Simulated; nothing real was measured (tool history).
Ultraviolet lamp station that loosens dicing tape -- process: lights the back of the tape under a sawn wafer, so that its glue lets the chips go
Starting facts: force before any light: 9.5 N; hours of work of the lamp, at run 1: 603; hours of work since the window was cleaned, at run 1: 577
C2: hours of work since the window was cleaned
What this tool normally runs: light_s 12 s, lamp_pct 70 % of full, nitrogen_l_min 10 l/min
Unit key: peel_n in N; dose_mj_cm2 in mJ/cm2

run 1 hour=0 | light_s=12 lamp_pct=70 nitrogen_l_min=10 | hours_of_work_of_the_lamp=603 C2=577 | peel_n=1.775 dose_mj_cm2=164
-- hour=17.3 window cleaned of glue's vapour
run 2 hour=34.2 | light_s=12 lamp_pct=70 nitrogen_l_min=10 | hours_of_work_of_the_lamp=623 C2=10 | peel_n=1.222 dose_mj_cm2=194
run 3 hour=50.2 | light_s=12 lamp_pct=70 nitrogen_l_min=17 | hours_of_work_of_the_lamp=632 C2=19 | peel_n=0.945 dose_mj_cm2=191
run 4 hour=67.4 | light_s=12 lamp_pct=70 nitrogen_l_min=17 | hours_of_work_of_the_lamp=642 C2=29 | peel_n=0.955 dose_mj_cm2=192
run 5 hour=86.1 | light_s=12 lamp_pct=70 nitrogen_l_min=17 | hours_of_work_of_the_lamp=653 C2=40 | peel_n=0.98 dose_mj_cm2=189
run 6 hour=124.8 | light_s=12 lamp_pct=90 nitrogen_l_min=10 | hours_of_work_of_the_lamp=675 C2=62 | peel_n=0.794 dose_mj_cm2=242
run 7 hour=147.6 | light_s=12 lamp_pct=64 nitrogen_l_min=10 | hours_of_work_of_the_lamp=688 C2=75 | peel_n=1.568 dose_mj_cm2=169
run 8 hour=177 | light_s=12 lamp_pct=70 nitrogen_l_min=10 | hours_of_work_of_the_lamp=705 C2=92 | peel_n=1.368 dose_mj_cm2=184
run 9 hour=192.8 | light_s=12 lamp_pct=70 nitrogen_l_min=10 | hours_of_work_of_the_lamp=714 C2=102 | peel_n=1.405 dose_mj_cm2=184
run 10 hour=224 | light_s=12 lamp_pct=70 nitrogen_l_min=10 | hours_of_work_of_the_lamp=732 C2=120 | peel_n=1.419 dose_mj_cm2=182
run 11 hour=246.9 | light_s=12 lamp_pct=70 nitrogen_l_min=10 | hours_of_work_of_the_lamp=746 C2=133 | peel_n=1.435 dose_mj_cm2=181
run 12 hour=282.4 | light_s=12 lamp_pct=96 nitrogen_l_min=10 | hours_of_work_of_the_lamp=766 C2=153 | peel_n=0.79 dose_mj_cm2=251
run 13 hour=313.1 | light_s=12 lamp_pct=70 nitrogen_l_min=10 | hours_of_work_of_the_lamp=784 C2=171 | peel_n=1.46 dose_mj_cm2=178
run 14 hour=343.6 | light_s=12 lamp_pct=70 nitrogen_l_min=11 | hours_of_work_of_the_lamp=802 C2=189 | peel_n=1.437 dose_mj_cm2=177
run 15 hour=360.4 | light_s=12 lamp_pct=70 nitrogen_l_min=11 | hours_of_work_of_the_lamp=811 C2=199 | peel_n=1.393 dose_mj_cm2=180
run 16 hour=394.8 | light_s=12 lamp_pct=70 nitrogen_l_min=11 | hours_of_work_of_the_lamp=831 C2=218 | peel_n=1.435 dose_mj_cm2=173
run 17 hour=427.3 | light_s=12 lamp_pct=70 nitrogen_l_min=11 | hours_of_work_of_the_lamp=850 C2=237 | peel_n=1.514 dose_mj_cm2=174
run 18 hour=462.1 | light_s=13 lamp_pct=70 nitrogen_l_min=11 | hours_of_work_of_the_lamp=870 C2=257 | peel_n=1.324 dose_mj_cm2=184
run 19 hour=493.9 | light_s=13 lamp_pct=70 nitrogen_l_min=11 | hours_of_work_of_the_lamp=889 C2=276 | peel_n=1.376 dose_mj_cm2=185
run 20 hour=520.6 | light_s=13 lamp_pct=70 nitrogen_l_min=10 | hours_of_work_of_the_lamp=904 C2=291 | peel_n=1.46 dose_mj_cm2=182
run 21 hour=543 | light_s=12 lamp_pct=70 nitrogen_l_min=10 | hours_of_work_of_the_lamp=917 C2=304 | peel_n=1.713 dose_mj_cm2=164
run 22 hour=577.9 | light_s=12 lamp_pct=70 nitrogen_l_min=10 | hours_of_work_of_the_lamp=937 C2=324 | peel_n=1.754 dose_mj_cm2=164
run 23 hour=600.2 | light_s=12 lamp_pct=82 nitrogen_l_min=12 | hours_of_work_of_the_lamp=950 C2=337 | peel_n=1.178 dose_mj_cm2=190
run 24 hour=619.5 | light_s=11 lamp_pct=73 nitrogen_l_min=4 | hours_of_work_of_the_lamp=961 C2=349 | peel_n=2.805 dose_mj_cm2=154
run 25 hour=646.6 | light_s=11 lamp_pct=63 nitrogen_l_min=9 | hours_of_work_of_the_lamp=977 C2=364 | peel_n=2.456 dose_mj_cm2=132
run 26 hour=680.2 | light_s=7 lamp_pct=66 nitrogen_l_min=11 | hours_of_work_of_the_lamp=996 C2=384 | peel_n=3.636 dose_mj_cm2=88
run 27 hour=709.2 | light_s=7 lamp_pct=66 nitrogen_l_min=11 | hours_of_work_of_the_lamp=1013 C2=400 | peel_n=3.76 dose_mj_cm2=86
run 28 hour=726.4 | light_s=7 lamp_pct=74 nitrogen_l_min=4 | hours_of_work_of_the_lamp=1023 C2=410 | peel_n=4.578 dose_mj_cm2=94
run 29 hour=756.4 | light_s=12 lamp_pct=70 nitrogen_l_min=13 | hours_of_work_of_the_lamp=1041 C2=428 | peel_n=1.617 dose_mj_cm2=160
run 30 hour=779.2 | light_s=16 lamp_pct=89 nitrogen_l_min=13 | hours_of_work_of_the_lamp=1054 C2=441 | peel_n=0.585 dose_mj_cm2=259
run 31 hour=810 | light_s=16 lamp_pct=89 nitrogen_l_min=13 | hours_of_work_of_the_lamp=1072 C2=459 | peel_n=0.599 dose_mj_cm2=257
run 32 hour=834.7 | light_s=23 lamp_pct=70 nitrogen_l_min=10 | hours_of_work_of_the_lamp=1086 C2=473 | peel_n=0.551 dose_mj_cm2=289
run 33 hour=856.6 | light_s=12 lamp_pct=88 nitrogen_l_min=9 | hours_of_work_of_the_lamp=1099 C2=486 | peel_n=1.487 dose_mj_cm2=190
run 34 hour=878.5 | light_s=12 lamp_pct=88 nitrogen_l_min=9 | hours_of_work_of_the_lamp=1111 C2=498 | peel_n=1.451 dose_mj_cm2=185
run 35 hour=905 | light_s=12 lamp_pct=88 nitrogen_l_min=9 | hours_of_work_of_the_lamp=1127 C2=514 | peel_n=1.507 dose_mj_cm2=186
run 36 hour=936.9 | light_s=12 lamp_pct=88 nitrogen_l_min=9 | hours_of_work_of_the_lamp=1145 C2=532 | peel_n=1.518 dose_mj_cm2=185
run 37 hour=972.1 | light_s=9 lamp_pct=65 nitrogen_l_min=16 | hours_of_work_of_the_lamp=1165 C2=553 | peel_n=2.813 dose_mj_cm2=99
-- hour=977.1 lamp changed
run 38 hour=1005.6 | light_s=13 lamp_pct=66 nitrogen_l_min=6 | hours_of_work_of_the_lamp=17 C2=571 | peel_n=1.821 dose_mj_cm2=194
run 39 hour=1022.9 | light_s=10 lamp_pct=70 nitrogen_l_min=8 | hours_of_work_of_the_lamp=27 C2=581 | peel_n=2.052 dose_mj_cm2=157
-- hour=1034 window cleaned of glue's vapour
run 40 hour=1046.9 | light_s=23 lamp_pct=72 nitrogen_l_min=3 | hours_of_work_of_the_lamp=40 C2=7 | peel_n=0.574 dose_mj_cm2=431
run 41 hour=1075 | light_s=23 lamp_pct=72 nitrogen_l_min=3 | hours_of_work_of_the_lamp=56 C2=24 | peel_n=0.574 dose_mj_cm2=432
run 42 hour=1098.5 | light_s=14 lamp_pct=89 nitrogen_l_min=4 | hours_of_work_of_the_lamp=70 C2=37 | peel_n=0.87 dose_mj_cm2=320

Branching from run 42: 4 alternative next runs. What would each branch give?
run A hour=1124.5 | light_s=18 lamp_pct=70 nitrogen_l_min=11 | hours_of_work_of_the_lamp=85 C2=52 | peel_n=? dose_mj_cm2=?
run B hour=1124.5 | light_s=20 lamp_pct=70 nitrogen_l_min=10 | hours_of_work_of_the_lamp=85 C2=52 | peel_n=? dose_mj_cm2=?
run C hour=1124.5 | light_s=12 lamp_pct=72 nitrogen_l_min=3 | hours_of_work_of_the_lamp=85 C2=52 | peel_n=? dose_mj_cm2=?
run D hour=1124.5 | light_s=12 lamp_pct=79 nitrogen_l_min=19 | hours_of_work_of_the_lamp=85 C2=52 | peel_n=? dose_mj_cm2=?

run=A peel_n=0.41 dose_mj_cm2=320
run=B peel_n=0.351 dose_mj_cm2=353
run=C peel_n=2.088 dose_mj_cm2=219
run=D peel_n=0.55 dose_mj_cm2=240
Without the tool's hidden state the same runs would have given:
run=A peel_n=0.368 dose_mj_cm2=336
run=B peel_n=0.316 dose_mj_cm2=371
run=C peel_n=1.94 dose_mj_cm2=230
run=D peel_n=0.491 dose_mj_cm2=252

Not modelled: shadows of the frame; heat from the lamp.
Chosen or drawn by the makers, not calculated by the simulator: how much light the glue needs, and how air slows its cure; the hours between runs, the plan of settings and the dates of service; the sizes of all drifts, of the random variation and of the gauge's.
